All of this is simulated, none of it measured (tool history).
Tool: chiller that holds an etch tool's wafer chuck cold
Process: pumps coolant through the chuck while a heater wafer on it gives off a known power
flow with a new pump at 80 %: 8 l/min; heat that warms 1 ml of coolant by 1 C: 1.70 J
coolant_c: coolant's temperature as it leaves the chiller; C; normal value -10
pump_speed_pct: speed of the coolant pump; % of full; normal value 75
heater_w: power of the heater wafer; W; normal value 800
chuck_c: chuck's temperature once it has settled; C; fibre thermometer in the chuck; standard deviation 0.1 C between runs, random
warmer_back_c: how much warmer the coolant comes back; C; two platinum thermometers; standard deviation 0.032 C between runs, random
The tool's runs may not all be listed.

run     day  coolant_c  pump_speed_pct  heater_w  chuck_c  warmer_back_c
  1       0        -10              75       800       -3           3.77
  2   1.112        -10              75       800     -3.2           3.81
  3   2.292        -10              75       800       -3           3.83
  4   4.042        -16              75       800     -8.7           3.75
  5    5.15        -10              75       451     -6.1           2.12
  6   6.017        -10              75       451     -6.3           2.11
  7   7.433        -10              75       451     -6.1           2.17
  8   9.246        -10              75       800     -3.2            3.8
  9  11.058        -10              75       800       -3           3.82
 10  12.867        -10              75       800     -2.9           3.86
 11  14.067        -10              75       800     -2.8           3.84
 12  15.171        -10              75       800     -2.8            3.9
     15.567  -- coolant pump overhauled
 13  17.012        -10              75       800     -2.9           3.81
 14  19.058        -10              76       800       -3           3.84
 15  20.308        -10              76       800     -2.9           3.87
 16  21.167        -10              76       800       -3           3.78
     22.221  -- coolant pump overhauled, once more
 17  22.333         -4              63       602      2.2           3.46
 18  23.996         -4              63       602      2.1           3.51
 19  25.979         -4              63       602      2.3           3.52
 20  27.846        -10              84       800     -3.8           3.39
 21  28.967         -5              83       747      0.9           3.17
 22  29.992        -11              83      1040     -2.8           4.39
 23  31.721         -8              63       790      0.3           4.58
 24  33.679         -3              63       994      7.3           5.78
 25  35.192        -10              82       465     -6.4           2.04
 26  36.229        -10              82       465     -6.2           2.01
 27  37.742        -10              64       901     -0.7           5.15
 28   38.85        -17              70       420    -13.1           2.19
 29  39.692        -15              70       854       -7           4.47
 30  40.808        -17              70       770      -10           3.92
 31    42.6        -17              70       770     -9.7           3.99
 32  44.162        -13              73       728     -6.4           3.64

What if the next run were any one of these 4? Each begins from the tool's condition after run 32:
  A  45.642        -10              69       813        ?              ?
  B  45.642        -13              63       681        ?              ?
  C  45.642        -12              75       440        ?              ?
  D  45.642         -8              76       800        ?              ?

run  chuck_c  warmer_back_c
  A     -2.2           4.26
  B       -6           3.98
  C     -8.2           2.13
  D     -1.2            3.8
What these runs would have given with no unlogged condition in the tool:
run  chuck_c  warmer_back_c
  A     -2.8           4.21
  B     -6.6           3.94
  C     -8.4            2.1
  D     -1.7           3.76

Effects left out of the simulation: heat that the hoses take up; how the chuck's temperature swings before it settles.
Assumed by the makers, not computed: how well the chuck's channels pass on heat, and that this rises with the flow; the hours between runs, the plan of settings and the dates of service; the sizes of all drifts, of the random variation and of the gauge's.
